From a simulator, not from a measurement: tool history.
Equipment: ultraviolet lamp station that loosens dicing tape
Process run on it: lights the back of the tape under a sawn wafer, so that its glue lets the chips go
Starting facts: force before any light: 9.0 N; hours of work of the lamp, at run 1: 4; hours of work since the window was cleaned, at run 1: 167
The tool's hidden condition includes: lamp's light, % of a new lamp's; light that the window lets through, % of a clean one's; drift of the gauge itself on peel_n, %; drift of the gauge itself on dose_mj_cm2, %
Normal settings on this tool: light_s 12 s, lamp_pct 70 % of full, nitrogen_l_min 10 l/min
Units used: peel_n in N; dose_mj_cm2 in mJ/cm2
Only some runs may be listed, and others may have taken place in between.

run,hour,light_s,lamp_pct,nitrogen_l_min,hours of work of the lamp,hours of work since the window was cleaned,peel_n,dose_mj_cm2
1,0,12,70,10,4,167,0.831,256
2,14.2,12,92,10,10,173,0.417,338
3,27.8,12,65,10,16,178,1.024,239
4,44.1,12,65,10,22,185,0.995,234
5,56.9,14,70,10,28,191,0.608,296
6,71.6,14,70,10,34,197,0.606,299
7,90,14,79,10,41,204,0.438,334
8,108.6,14,79,10,49,212,0.443,333
# hour 110.8: window cleaned of glue's vapour
9,127,14,79,10,56,7,0.478,321
10,140.8,14,79,10,62,12,0.479,324
11,158.9,14,79,10,70,20,0.48,318
12,170.3,14,79,10,74,25,0.496,318
13,182.7,14,79,10,79,30,0.489,317
# hour 191.1: window cleaned of glue's vapour, once more
14,193.7,12,70,10,84,1,0.795,268
15,205,8,70,20,89,6,1.345,176
16,222.3,9,74,16,96,13,0.988,206
17,238,11,69,17,102,19,0.729,242
18,252.7,10,90,10,108,25,0.682,277
19,264.6,12,95,10,113,30,0.377,350
20,274,11,65,8,117,34,1.254,222

Run 21 is up next; what results do you expect?
21,285,24,70,10,122,39,?,?

peel_n: 0.121 N
dose_mj_cm2: 517 mJ/cm2
Had the tool carried no hidden state, the very same run would have given peel_n 0.107 N, dose_mj_cm2 543 mJ/cm2.
